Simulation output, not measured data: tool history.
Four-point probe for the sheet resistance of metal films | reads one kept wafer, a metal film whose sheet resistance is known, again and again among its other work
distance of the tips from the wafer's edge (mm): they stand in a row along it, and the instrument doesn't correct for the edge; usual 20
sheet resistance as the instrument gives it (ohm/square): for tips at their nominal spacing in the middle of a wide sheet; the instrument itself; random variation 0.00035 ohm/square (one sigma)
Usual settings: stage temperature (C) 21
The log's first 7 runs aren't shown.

run	hour	stage temperature (C)	distance of the tips from the wafer's edge (mm)	sheet resistance as the instrument gives it (ohm/square)
8	359.0	21	20	1.717475
9	405.2	21	20	1.717025
10	442.1	20	20	1.718871
11	473.0	20	20	1.718735
12	501.7	18	20	1.722244
13	566.1	21	20	1.715328
14	605.0	21	20	1.715790
15	663.5	21	20	1.715252
16	713.3	21	26	1.714410
17	741.3	19	64	1.718238
18	786.3	26	20	1.704324
19	828.2	22	18	1.711720
20	873.2	22	18	1.711926
21	927.7	22	18	1.711570
22	958.7	22	18	1.711174
23	1003.1	21	3	1.737626
24	1058.6	34	4	1.699159
25	1089.8	32	12	1.690333
26	1135.3	32	12	1.690287
27	1184.5	24	5	1.713268
28	1222.0	18	23	1.717684
29	1284.9	33	23	1.686457
30	1339.8	34	33	1.683911
31	1366.8	26	7	1.704819

4 ways to go on from here, each from the tool as it stands after run 31. What would each give?
A	1421.6	20	20	?
B	1421.6	19	15	?
C	1421.6	19	8	?
D	1421.6	25	20	?

run	sheet resistance as the instrument gives it (ohm/square)
A	1.712590
B	1.715093
C	1.717478
D	1.702214
Without the tool's hidden state the same runs would have given:
run	sheet resistance as the instrument gives it (ohm/square)
A	1.727664
B	1.730197
C	1.732602
D	1.717153
